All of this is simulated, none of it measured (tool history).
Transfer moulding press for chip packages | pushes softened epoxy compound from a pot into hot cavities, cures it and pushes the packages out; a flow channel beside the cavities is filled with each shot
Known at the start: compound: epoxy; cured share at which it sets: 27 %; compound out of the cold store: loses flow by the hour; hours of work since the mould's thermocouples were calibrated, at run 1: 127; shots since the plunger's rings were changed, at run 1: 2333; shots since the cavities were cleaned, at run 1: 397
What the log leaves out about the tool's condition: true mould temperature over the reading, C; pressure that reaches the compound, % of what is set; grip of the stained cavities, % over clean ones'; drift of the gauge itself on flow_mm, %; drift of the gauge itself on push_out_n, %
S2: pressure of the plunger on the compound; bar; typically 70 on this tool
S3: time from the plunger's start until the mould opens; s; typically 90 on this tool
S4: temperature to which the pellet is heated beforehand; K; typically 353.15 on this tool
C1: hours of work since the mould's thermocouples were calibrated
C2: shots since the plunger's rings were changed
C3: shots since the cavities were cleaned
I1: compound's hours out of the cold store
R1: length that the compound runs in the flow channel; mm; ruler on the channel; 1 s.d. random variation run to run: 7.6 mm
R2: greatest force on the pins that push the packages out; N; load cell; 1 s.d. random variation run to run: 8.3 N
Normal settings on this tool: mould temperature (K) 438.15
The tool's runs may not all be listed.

Run 1, hour 0: usual settings; C1 127; C2 2333; C3 397; I1 15.1. Result: R1 896 mm, R2 649 N.
Run 2, hour 12: usual settings; C1 133; C2 2458; C3 522; I1 36.5. Result: R1 810 mm, R2 676 N.
Run 3, hour 25.9: usual settings but S2 55.5 bar; C1 139; C2 2602; C3 666; I1 30.7. Result: R1 737 mm, R2 694 N.
At hour 34: cavities cleaned with cleaning compound and waxed.
Run 4, hour 37.9: usual settings but S2 55.5 bar; C1 144; C2 2712; C3 41; I1 11. Result: R1 792 mm, R2 823 N.
Run 5, hour 55.8: usual settings but S2 55.5 bar; C1 153; C2 2899; C3 228; I1 25. Result: R1 743 mm, R2 829 N.
Run 6, hour 67.4: usual settings but S2 55.5 bar; C1 159; C2 3019; C3 348; I1 17.9. Result: R1 757 mm, R2 805 N.
Run 7, hour 84.7: usual settings but S2 81.9 bar; C1 167; C2 3199; C3 528; I1 31.6. Result: R1 882 mm, R2 793 N.
Run 8, hour 96: usual settings but S3 85 s; C1 172; C2 3317; C3 646; I1 40.6. Result: R1 783 mm, R2 874 N.
At hour 106.8: cavities cleaned with cleaning compound and waxed.
Run 9, hour 111.9: usual settings; C1 179; C2 3467; C3 54; I1 25.6. Result: R1 826 mm, R2 439 N.
At hour 124.8: cavities cleaned with cleaning compound and waxed, once more.
Run 10, hour 125.9: usual settings but S4 346.15 K; C1 185; C2 3596; C3 11; I1 35.3. Result: R1 800 mm, R2 399 N.
Run 11, hour 138.8: usual settings but S4 354.15 K; C1 191; C2 3730; C3 145; I1 43.6. Result: R1 785 mm, R2 492 N.
Run 12, hour 156.3: usual settings but S4 345.15 K; C1 200; C2 3912; C3 327; I1 22.5. Result: R1 831 mm, R2 604 N.
Run 13, hour 173: usual settings but S2 59.9 bar; C1 208; C2 4086; C3 501; I1 27.7. Result: R1 745 mm, R2 682 N.
Run 14, hour 181.1: usual settings but S2 59.9 bar, S4 351.15 K; C1 212; C2 4170; C3 585; I1 24.1. Result: R1 763 mm, R2 685 N.
Run 15, hour 189.8: usual settings but S2 59.9 bar, S4 351.15 K; C1 216; C2 4261; C3 676; I1 25.9. Result: R1 775 mm, R2 686 N.
At hour 197.9: cavities cleaned with cleaning compound and waxed.
Run 16, hour 205.3: usual settings but mould temperature (K) 444.15, S2 66.6 bar, S3 75 s, S4 355.15 K; C1 223; C2 4407; C3 77; I1 28.2. Result: R1 783 mm, R2 443 N.
At hour 209: plunger's sealing rings changed.
Run 17, hour 221: usual settings but mould temperature (K) 444.15, S2 66.6 bar, S3 75 s, S4 355.15 K; C1 229; C2 126; C3 215; I1 37. Result: R1 817 mm, R2 518 N.
Run 18, hour 237: usual settings but mould temperature (K) 444.15, S2 56.5 bar, S3 75 s, S4 363.15 K; C1 237; C2 292; C3 381; I1 24.3. Result: R1 777 mm, R2 618 N.
Run 19, hour 251.6: usual settings but mould temperature (K) 444.15, S2 53.2 bar, S3 75 s, S4 363.15 K; C1 244; C2 444; C3 533; I1 39.3. Result: R1 715 mm, R2 628 N.
Run 20, hour 262.8: usual settings but mould temperature (K) 434.15, S3 113 s; C1 249; C2 560; C3 649; I1 34.6. Result: R1 877 mm, R2 586 N.
At hour 272.9: cavities cleaned with cleaning compound and waxed.
Run 21, hour 275.2: usual settings but mould temperature (K) 434.15, S2 72.8 bar, S3 78 s; C1 254; C2 674; C3 24; I1 47.5. Result: R1 841 mm, R2 705 N.
Run 22, hour 283.4: usual settings but mould temperature (K) 440.15, S2 72.8 bar, S3 78 s, S4 348.15 K; C1 258; C2 759; C3 109; I1 36.6. Result: R1 852 mm, R2 581 N.
Run 23, hour 295.4: usual settings but mould temperature (K) 445.15, S2 70.8 bar, S3 92 s, S4 356.15 K; C1 264; C2 884; C3 234; I1 10.1. Result: R1 906 mm, R2 405 N.
Run 24, hour 302.9: usual settings but mould temperature (K) 439.15, S2 61.8 bar, S3 92 s, S4 357.15 K; C1 268; C2 962; C3 312; I1 34. Result: R1 795 mm, R2 510 N.
Run 25, hour 318.1: usual settings but mould temperature (K) 439.15, S2 61.8 bar, S3 92 s, S4 357.15 K; C1 275; C2 1121; C3 471; I1 22.5. Result: R1 821 mm, R2 603 N.
Run 26, hour 326.6: usual settings but mould temperature (K) 441.15; C1 279; C2 1209; C3 559; I1 12.1. Result: R1 906 mm, R2 581 N.
Run 27, hour 337.5: usual settings but mould temperature (K) 441.15; C1 284; C2 1322; C3 672; I1 41.5. Result: R1 819 mm, R2 606 N.
At hour 344.9: cavities cleaned with cleaning compound and waxed.
Run 28, hour 349.6: usual settings but mould temperature (K) 445.15; C1 289; C2 1432; C3 48; I1 13.1. Result: R1 884 mm, R2 317 N.
Run 29, hour 364.3: usual settings but mould temperature (K) 445.15; C1 297; C2 1586; C3 202; I1 8.3. Result: R1 903 mm, R2 401 N.

Here are 4 independent what-if runs from the current tool condition. What would each one return?
Run A, hour 374.3: usual settings but mould temperature (K) 445.15, S3 80 s; C1 301; C2 1690; C3 306; I1 47.8. Result: R1 ?, R2 ?.
Run B, hour 374.3: usual settings but mould temperature (K) 442.15, S2 58.3 bar; C1 301; C2 1690; C3 306; I1 21.8. Result: R1 ?, R2 ?.
Run C, hour 374.3: usual settings but S3 92 s, S4 357.15 K; C1 301; C2 1690; C3 306; I1 9.2. Result: R1 ?, R2 ?.
Run D, hour 374.3: usual settings but mould temperature (K) 445.15, S3 107 s; C1 301; C2 1690; C3 306; I1 37.9. Result: R1 ?, R2 ?.

run   R1   R2
  A  798  500
  B  791  487
  C  906  573
  D  813  380
With no hidden state in the tool, these same runs would have given:
run   R1   R2
  A  819  315
  B  811  305
  C  929  356
  D  833  242
